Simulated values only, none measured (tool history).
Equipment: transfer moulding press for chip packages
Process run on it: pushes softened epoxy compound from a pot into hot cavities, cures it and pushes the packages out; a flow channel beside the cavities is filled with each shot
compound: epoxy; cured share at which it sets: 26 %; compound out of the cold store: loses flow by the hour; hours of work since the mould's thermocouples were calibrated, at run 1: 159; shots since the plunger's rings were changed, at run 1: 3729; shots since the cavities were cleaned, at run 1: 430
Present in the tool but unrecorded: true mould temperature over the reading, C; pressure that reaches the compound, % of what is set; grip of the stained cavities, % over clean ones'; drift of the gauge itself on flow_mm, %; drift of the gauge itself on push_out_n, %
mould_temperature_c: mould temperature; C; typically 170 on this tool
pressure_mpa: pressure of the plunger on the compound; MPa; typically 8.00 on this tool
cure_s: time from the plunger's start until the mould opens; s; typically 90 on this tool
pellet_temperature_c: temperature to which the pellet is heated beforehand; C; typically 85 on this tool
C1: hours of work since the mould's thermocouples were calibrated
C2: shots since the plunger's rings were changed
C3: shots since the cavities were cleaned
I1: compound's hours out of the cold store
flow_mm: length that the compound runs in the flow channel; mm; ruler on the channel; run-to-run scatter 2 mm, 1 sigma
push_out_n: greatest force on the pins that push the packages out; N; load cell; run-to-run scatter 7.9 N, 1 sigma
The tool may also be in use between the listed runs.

{"run": 1, "hour": 0.0, "mould_temperature_c": 170, "pressure_mpa": 8.0, "cure_s": 90, "pellet_temperature_c": 85, "C1": 159, "C2": 3729, "C3": 430, "I1": 29.8, "flow_mm": 682, "push_out_n": 447}
{"hour": 13.2, "done": "cavities cleaned with cleaning compound and waxed"}
{"run": 2, "hour": 24.1, "mould_temperature_c": 170, "pressure_mpa": 8.0, "cure_s": 90, "pellet_temperature_c": 85, "C1": 170, "C2": 3912, "C3": 89, "I1": 13.5, "flow_mm": 745, "push_out_n": 462}
{"run": 3, "hour": 36.7, "mould_temperature_c": 170, "pressure_mpa": 8.0, "cure_s": 90, "pellet_temperature_c": 85, "C1": 175, "C2": 4014, "C3": 191, "I1": 9.5, "flow_mm": 761, "push_out_n": 471}
{"run": 4, "hour": 64.6, "mould_temperature_c": 170, "pressure_mpa": 8.84, "cure_s": 90, "pellet_temperature_c": 85, "C1": 188, "C2": 4240, "C3": 417, "I1": 22.2, "flow_mm": 747, "push_out_n": 457}
{"hour": 80.8, "done": "cavities cleaned with cleaning compound and waxed"}
{"hour": 85.6, "done": "plunger's sealing rings changed"}
{"run": 5, "hour": 92.8, "mould_temperature_c": 170, "pressure_mpa": 8.84, "cure_s": 90, "pellet_temperature_c": 85, "C1": 199, "C2": 58, "C3": 77, "I1": 36.2, "flow_mm": 693, "push_out_n": 446}
{"run": 6, "hour": 120.0, "mould_temperature_c": 170, "pressure_mpa": 8.0, "cure_s": 90, "pellet_temperature_c": 85, "C1": 212, "C2": 278, "C3": 297, "I1": 37.4, "flow_mm": 657, "push_out_n": 442}
{"run": 7, "hour": 140.8, "mould_temperature_c": 170, "pressure_mpa": 9.43, "cure_s": 90, "pellet_temperature_c": 85, "C1": 221, "C2": 447, "C3": 466, "I1": 41.9, "flow_mm": 697, "push_out_n": 453}
{"hour": 150.3, "done": "cavities cleaned with cleaning compound and waxed"}
{"run": 8, "hour": 159.7, "mould_temperature_c": 170, "pressure_mpa": 9.43, "cure_s": 90, "pellet_temperature_c": 85, "C1": 229, "C2": 587, "C3": 75, "I1": 32.8, "flow_mm": 730, "push_out_n": 448}
{"run": 9, "hour": 184.7, "mould_temperature_c": 170, "pressure_mpa": 9.43, "cure_s": 90, "pellet_temperature_c": 85, "C1": 240, "C2": 790, "C3": 278, "I1": 38.7, "flow_mm": 713, "push_out_n": 450}
{"run": 10, "hour": 203.6, "mould_temperature_c": 170, "pressure_mpa": 9.26, "cure_s": 90, "pellet_temperature_c": 85, "C1": 249, "C2": 943, "C3": 431, "I1": 27.0, "flow_mm": 749, "push_out_n": 445}
{"hour": 216.8, "done": "cavities cleaned with cleaning compound and waxed"}
{"run": 11, "hour": 227.8, "mould_temperature_c": 170, "pressure_mpa": 9.26, "cure_s": 90, "pellet_temperature_c": 85, "C1": 259, "C2": 1128, "C3": 90, "I1": 30.1, "flow_mm": 736, "push_out_n": 441}
{"run": 12, "hour": 254.2, "mould_temperature_c": 170, "pressure_mpa": 8.0, "cure_s": 90, "pellet_temperature_c": 85, "C1": 272, "C2": 1341, "C3": 303, "I1": 24.2, "flow_mm": 706, "push_out_n": 457}
{"run": 13, "hour": 270.6, "mould_temperature_c": 167, "pressure_mpa": 8.0, "cure_s": 90, "pellet_temperature_c": 85, "C1": 279, "C2": 1474, "C3": 436, "I1": 35.6, "flow_mm": 671, "push_out_n": 514}
{"hour": 284.1, "done": "cavities cleaned with cleaning compound and waxed"}
{"run": 14, "hour": 290.3, "mould_temperature_c": 169, "pressure_mpa": 8.0, "cure_s": 90, "pellet_temperature_c": 88, "C1": 287, "C2": 1622, "C3": 50, "I1": 9.6, "flow_mm": 766, "push_out_n": 489}
{"run": 15, "hour": 306.1, "mould_temperature_c": 177, "pressure_mpa": 7.48, "cure_s": 128, "pellet_temperature_c": 85, "C1": 295, "C2": 1750, "C3": 178, "I1": 40.1, "flow_mm": 614, "push_out_n": 390}
{"hour": 321.7, "done": "mould's thermocouples calibrated"}
{"run": 16, "hour": 321.7, "mould_temperature_c": 177, "pressure_mpa": 7.48, "cure_s": 128, "pellet_temperature_c": 85, "C1": 0, "C2": 1859, "C3": 287, "I1": 30.9, "flow_mm": 640, "push_out_n": 385}
{"run": 17, "hour": 349.1, "mould_temperature_c": 174, "pressure_mpa": 7.02, "cure_s": 73, "pellet_temperature_c": 84, "C1": 13, "C2": 2082, "C3": 510, "I1": 15.7, "flow_mm": 683, "push_out_n": 520}
{"hour": 352.6, "done": "cavities cleaned with cleaning compound and waxed"}
{"run": 18, "hour": 367.7, "mould_temperature_c": 174, "pressure_mpa": 8.22, "cure_s": 94, "pellet_temperature_c": 84, "C1": 20, "C2": 2220, "C3": 122, "I1": 31.9, "flow_mm": 672, "push_out_n": 422}
{"run": 19, "hour": 382.6, "mould_temperature_c": 177, "pressure_mpa": 8.0, "cure_s": 101, "pellet_temperature_c": 84, "C1": 27, "C2": 2341, "C3": 243, "I1": 20.4, "flow_mm": 698, "push_out_n": 390}
{"run": 20, "hour": 402.1, "mould_temperature_c": 162, "pressure_mpa": 9.89, "cure_s": 90, "pellet_temperature_c": 92, "C1": 36, "C2": 2499, "C3": 401, "I1": 43.6, "flow_mm": 728, "push_out_n": 663}
{"run": 21, "hour": 413.5, "mould_temperature_c": 162, "pressure_mpa": 9.18, "cure_s": 109, "pellet_temperature_c": 92, "C1": 41, "C2": 2591, "C3": 493, "I1": 39.5, "flow_mm": 719, "push_out_n": 479}
{"hour": 419.5, "done": "cavities cleaned with cleaning compound and waxed"}
{"run": 22, "hour": 426.5, "mould_temperature_c": 162, "pressure_mpa": 9.18, "cure_s": 109, "pellet_temperature_c": 92, "C1": 47, "C2": 2684, "C3": 56, "I1": 33.4, "flow_mm": 740, "push_out_n": 472}
{"run": 23, "hour": 451.1, "mould_temperature_c": 162, "pressure_mpa": 9.18, "cure_s": 109, "pellet_temperature_c": 92, "C1": 58, "C2": 2883, "C3": 255, "I1": 20.0, "flow_mm": 793, "push_out_n": 513}
{"run": 24, "hour": 471.8, "mould_temperature_c": 162, "pressure_mpa": 9.18, "cure_s": 109, "pellet_temperature_c": 92, "C1": 67, "C2": 3052, "C3": 424, "I1": 36.4, "flow_mm": 730, "push_out_n": 477}
{"hour": 485.8, "done": "cavities cleaned with cleaning compound and waxed"}
{"run": 25, "hour": 489.0, "mould_temperature_c": 162, "pressure_mpa": 9.18, "cure_s": 109, "pellet_temperature_c": 92, "C1": 74, "C2": 3178, "C3": 25, "I1": 12.2, "flow_mm": 831, "push_out_n": 502}

Branching from run 25: 3 alternative next runs. What would each branch give?
{"run": "A", "hour": 511.9, "mould_temperature_c": 170, "pressure_mpa": 8.0, "cure_s": 100, "pellet_temperature_c": 85, "C1": 85, "C2": 3364, "C3": 211, "I1": 39.1, "flow_mm": "?", "push_out_n": "?"}
{"run": "B", "hour": 511.9, "mould_temperature_c": 162, "pressure_mpa": 9.18, "cure_s": 105, "pellet_temperature_c": 87, "C1": 85, "C2": 3364, "C3": 211, "I1": 13.6, "flow_mm": "?", "push_out_n": "?"}
{"run": "C", "hour": 511.9, "mould_temperature_c": 174, "pressure_mpa": 9.18, "cure_s": 109, "pellet_temperature_c": 89, "C1": 85, "C2": 3364, "C3": 211, "I1": 39.2, "flow_mm": "?", "push_out_n": "?"}

run=A flow_mm=650 push_out_n=410
run=B flow_mm=827 push_out_n=567
run=C flow_mm=689 push_out_n=401
Stripped of hidden state, with their random variation kept, the same runs would have yielded:
run=A flow_mm=652 push_out_n=407
run=B flow_mm=828 push_out_n=563
run=C flow_mm=690 push_out_n=398
